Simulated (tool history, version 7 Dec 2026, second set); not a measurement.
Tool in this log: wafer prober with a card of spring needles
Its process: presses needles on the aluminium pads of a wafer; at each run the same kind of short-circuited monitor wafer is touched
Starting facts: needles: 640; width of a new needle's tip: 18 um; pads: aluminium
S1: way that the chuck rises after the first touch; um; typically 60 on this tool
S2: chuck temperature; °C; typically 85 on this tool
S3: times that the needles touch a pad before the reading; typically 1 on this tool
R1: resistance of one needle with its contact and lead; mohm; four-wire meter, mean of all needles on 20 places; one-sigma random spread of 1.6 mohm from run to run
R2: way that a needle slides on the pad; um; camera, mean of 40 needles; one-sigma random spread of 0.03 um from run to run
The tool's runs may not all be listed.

| run | hour | S1 | S2 | S3 | R1 | R2 |
|---|---|---|---|---|---|---|
| 1 | 0.0 | 60 | 85 | 1 | 215 | 13.28 |
|  | 9.0 | tips cleaned on abrasive film |
|  | 20.2 | tips cleaned on abrasive film |
|  | 31.4 | tips cleaned on abrasive film |
|  | 42.6 | tips cleaned on abrasive film |
|  | 51.6 | tips cleaned on abrasive film |
| 2 | 56.9 | 48 | 85 | 1 | 340 | 10.45 |
|  | 61.4 | tips cleaned on abrasive film |
|  | 72.6 | tips cleaned on abrasive film |
|  | 83.9 | tips cleaned on abrasive film |
|  | 95.1 | tips cleaned on abrasive film |
| 3 | 97.0 | 48 | 85 | 1 | 276 | 10.41 |
|  | 106.0 | tips cleaned on abrasive film |
|  | 117.2 | tips cleaned on abrasive film |
|  | 128.4 | tips cleaned on abrasive film |
|  | 139.6 | tips cleaned on abrasive film |
|  | 146.6 | height of the first contact set anew |
|  | 151.2 | tips cleaned on abrasive film |
|  | 162.4 | tips cleaned on abrasive film |
| 4 | 165.1 | 48 | 85 | 1 | 289 | 10.02 |
|  | 171.9 | tips cleaned on abrasive film |
|  | 183.1 | tips cleaned on abrasive film |
|  | 194.3 | tips cleaned on abrasive film |
|  | 205.5 | tips cleaned on abrasive film |
| 5 | 211.0 | 60 | 85 | 2 | 235 | 12.69 |
|  | 215.6 | tips cleaned on abrasive film |
|  | 226.8 | tips cleaned on abrasive film |
|  | 235.8 | tips cleaned on abrasive film |
|  | 247.0 | tips cleaned on abrasive film |
|  | 258.2 | tips cleaned on abrasive film |
|  | 267.4 | tips cleaned on abrasive film |
| 6 | 267.4 | 60 | 85 | 2 | 181 | 12.59 |
|  | 276.4 | tips cleaned on abrasive film |
|  | 285.4 | tips cleaned on abrasive film |
|  | 296.6 | tips cleaned on abrasive film |
|  | 307.8 | tips cleaned on abrasive film |
| 7 | 309.4 | 60 | 85 | 2 | 200 | 12.47 |
|  | 318.4 | tips cleaned on abrasive film |
|  | 327.4 | tips cleaned on abrasive film |
|  | 338.6 | tips cleaned on abrasive film |
|  | 349.8 | tips cleaned on abrasive film |
|  | 358.8 | tips cleaned on abrasive film |
| 8 | 360.4 | 60 | 85 | 2 | 204 | 12.44 |
|  | 369.4 | tips cleaned on abrasive film |
|  | 378.4 | tips cleaned on abrasive film |
|  | 389.6 | tips cleaned on abrasive film |
|  | 398.6 | tips cleaned on abrasive film |
|  | 409.8 | tips cleaned on abrasive film |
| 9 | 411.0 | 53 | 85 | 2 | 205 | 10.76 |
|  | 419.9 | tips cleaned on abrasive film |
|  | 426.9 | height of the first contact set anew, once more |
|  | 429.2 | tips cleaned on abrasive film |
|  | 440.4 | tips cleaned on abrasive film |
|  | 451.7 | tips cleaned on abrasive film |
|  | 462.9 | tips cleaned on abrasive film |
|  | 474.1 | tips cleaned on abrasive film |
|  | 485.3 | tips cleaned on abrasive film |
| 10 | 490.8 | 60 | 25 | 1 | 294 | 13.53 |
|  | 495.3 | tips cleaned on abrasive film |
|  | 506.6 | tips cleaned on abrasive film |
|  | 517.8 | tips cleaned on abrasive film |
|  | 526.8 | tips cleaned on abrasive film |
|  | 538.0 | tips cleaned on abrasive film |
|  | 547.0 | tips cleaned on abrasive film |
|  | 557.5 | tips cleaned on abrasive film |
| 11 | 557.5 | 60 | 25 | 1 | 171 | 13.32 |
|  | 568.8 | tips cleaned on abrasive film |
|  | 580.0 | tips cleaned on abrasive film |
|  | 591.2 | tips cleaned on abrasive film |
|  | 600.2 | tips cleaned on abrasive film |
|  | 611.4 | tips cleaned on abrasive film |
|  | 620.4 | tips cleaned on abrasive film |
| 12 | 625.0 | 60 | 25 | 1 | 278 | 13.27 |
|  | 629.5 | tips cleaned on abrasive film |
|  | 638.5 | tips cleaned on abrasive film |
|  | 649.7 | tips cleaned on abrasive film |
|  | 660.9 | tips cleaned on abrasive film |
|  | 669.9 | tips cleaned on abrasive film |
| 13 | 670.2 | 60 | 25 | 1 | 185 | 13.19 |
|  | 679.2 | tips cleaned on abrasive film |
|  | 690.4 | tips cleaned on abrasive film |
|  | 701.6 | tips cleaned on abrasive film |
|  | 711.9 | tips cleaned on abrasive film |
| 14 | 711.9 | 58 | 109 | 2 | 189 | 12.69 |
|  | 723.1 | tips cleaned on abrasive film |
|  | 734.3 | tips cleaned on abrasive film |
|  | 743.3 | tips cleaned on abrasive film |
|  | 754.5 | tips cleaned on abrasive film |
|  | 763.7 | height of the first contact set anew |
|  | 766.0 | tips cleaned on abrasive film |
|  | 775.4 | tips cleaned on abrasive film |
| 15 | 775.4 | 78 | 75 | 2 | 165 | 17.64 |
|  | 784.4 | tips cleaned on abrasive film |
|  | 796.4 | card fitted with new needles |
|  | 805.4 | tips cleaned on abrasive film |
|  | 816.6 | tips cleaned on abrasive film |
|  | 825.6 | tips cleaned on abrasive film |
|  | 834.6 | tips cleaned on abrasive film |
|  | 845.8 | tips cleaned on abrasive film |
|  | 857.0 | tips cleaned on abrasive film |
| 16 | 863.0 | 51 | 37 | 1 | 235 | 11.45 |
|  | 867.6 | tips cleaned on abrasive film |
|  | 878.8 | tips cleaned on abrasive film |
|  | 890.0 | tips cleaned on abrasive film |
|  | 899.0 | tips cleaned on abrasive film |
|  | 910.2 | tips cleaned on abrasive film |
|  | 919.2 | tips cleaned on abrasive film |
| 17 | 921.3 | 60 | 85 | 1 | 186 | 13.42 |
|  | 930.3 | tips cleaned on abrasive film |
|  | 941.5 | tips cleaned on abrasive film |
|  | 952.7 | tips cleaned on abrasive film |
|  | 961.7 | tips cleaned on abrasive film |
| 18 | 967.2 | 53 | 85 | 1 | 230 | 11.74 |
|  | 971.8 | tips cleaned on abrasive film |
|  | 983.0 | tips cleaned on abrasive film |
|  | 994.2 | tips cleaned on abrasive film |
|  | 1005.4 | tips cleaned on abrasive film |
| 19 | 1006.2 | 71 | 26 | 1 | 154 | 15.67 |
|  | 1015.2 | tips cleaned on abrasive film |
|  | 1024.2 | tips cleaned on abrasive film |
|  | 1033.2 | tips cleaned on abrasive film |
|  | 1044.4 | tips cleaned on abrasive film |
| 20 | 1046.3 | 60 | 37 | 1 | 177 | 13.14 |
|  | 1055.3 | tips cleaned on abrasive film |
|  | 1066.5 | tips cleaned on abrasive film |
|  | 1077.7 | tips cleaned on abrasive film |
|  | 1086.7 | tips cleaned on abrasive film |
|  | 1097.9 | tips cleaned on abrasive film |
|  | 1109.1 | tips cleaned on abrasive film |
|  | 1120.3 | tips cleaned on abrasive film |
| 21 | 1120.5 | 60 | 37 | 1 | 156 | 12.99 |
|  | 1129.5 | tips cleaned on abrasive film |
|  | 1134.2 | height of the first contact set anew |
|  | 1141.0 | tips cleaned on abrasive film |
|  | 1150.0 | tips cleaned on abrasive film |
|  | 1161.2 | tips cleaned on abrasive film |
|  | 1172.4 | tips cleaned on abrasive film |
|  | 1183.6 | tips cleaned on abrasive film |
|  | 1194.8 | tips cleaned on abrasive film |
| 22 | 1198.3 | 60 | 37 | 1 | 198 | 13.47 |

Branching from run 22: 4 alternative next runs. What would each branch give?
|  | 1205.1 | tips cleaned on abrasive film |
|  | 1216.3 | tips cleaned on abrasive film |
|  | 1227.5 | tips cleaned on abrasive film |
|  | 1238.7 | tips cleaned on abrasive film |
|  | 1249.9 | tips cleaned on abrasive film |
|  | 1261.1 | tips cleaned on abrasive film |
| A | 1267.3 | 60 | 91 | 1 | ? | ? |
|  | 1205.1 | tips cleaned on abrasive film |
|  | 1216.3 | tips cleaned on abrasive film |
|  | 1227.5 | tips cleaned on abrasive film |
|  | 1238.7 | tips cleaned on abrasive film |
|  | 1249.9 | tips cleaned on abrasive film |
|  | 1261.1 | tips cleaned on abrasive film |
| B | 1267.3 | 60 | 37 | 1 | ? | ? |
|  | 1205.1 | tips cleaned on abrasive film |
|  | 1216.3 | tips cleaned on abrasive film |
|  | 1227.5 | tips cleaned on abrasive film |
|  | 1238.7 | tips cleaned on abrasive film |
|  | 1249.9 | tips cleaned on abrasive film |
|  | 1261.1 | tips cleaned on abrasive film |
| C | 1267.3 | 69 | 39 | 1 | ? | ? |
|  | 1205.1 | tips cleaned on abrasive film |
|  | 1216.3 | tips cleaned on abrasive film |
|  | 1227.5 | tips cleaned on abrasive film |
|  | 1238.7 | tips cleaned on abrasive film |
|  | 1249.9 | tips cleaned on abrasive film |
|  | 1261.1 | tips cleaned on abrasive film |
| D | 1267.3 | 60 | 88 | 2 | ? | ? |

| run | R1 | R2 |
|---|---|---|
| A | 223 | 13.43 |
| B | 218 | 13.35 |
| C | 201 | 15.53 |
| D | 196 | 13.35 |
The same runs, with their run-to-run variation unchanged, on a tool lacking any hidden condition would have given:
| run | R1 | R2 |
|---|---|---|
| A | 157 | 13.66 |
| B | 147 | 13.58 |
| C | 146 | 15.76 |
| D | 156 | 13.58 |
